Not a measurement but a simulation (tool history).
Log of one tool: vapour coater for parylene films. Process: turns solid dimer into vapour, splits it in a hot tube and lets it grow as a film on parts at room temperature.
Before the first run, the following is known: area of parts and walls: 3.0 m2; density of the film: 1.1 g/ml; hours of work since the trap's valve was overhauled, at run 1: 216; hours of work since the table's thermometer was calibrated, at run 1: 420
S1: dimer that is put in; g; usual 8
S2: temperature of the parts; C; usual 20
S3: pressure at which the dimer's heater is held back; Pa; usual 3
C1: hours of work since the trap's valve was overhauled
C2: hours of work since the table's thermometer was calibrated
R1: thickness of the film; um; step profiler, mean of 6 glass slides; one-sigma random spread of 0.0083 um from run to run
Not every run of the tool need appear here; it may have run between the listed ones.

run,day,S1,S2,S3,C1,C2,R1
1,0,8,20,3,216,420,1.931
2,0.454,8,20,3,225,429,1.924
3,1.092,8,20,3,238,442,1.907
4,1.696,8,20,3,250,454,1.931
5,2.038,8,20,3,257,461,1.92
6,2.462,6,13,5.31,265,469,1.725
7,2.812,6,13,5.31,272,476,1.723
8,3.338,6,13,5.31,282,486,1.712
9,3.725,6,13,5.31,290,494,1.733
10,4.2,6,13,5.31,299,503,1.719

Each row is a separate what-if for the run after 10, all from the same tool condition, not one after another. Results?
A,4.596,7,21,4.77,307,511,?
B,4.596,5,25,10.94,307,511,?
C,4.596,5,20,9.7,307,511,?
D,4.596,8,14,9.22,307,511,?

run,R1
A,1.47
B,0.768
C,0.968
D,2.04
Without the tool's unlogged condition, the same runs would have read:
run,R1
A,1.557
B,0.813
C,1.025
D,2.161
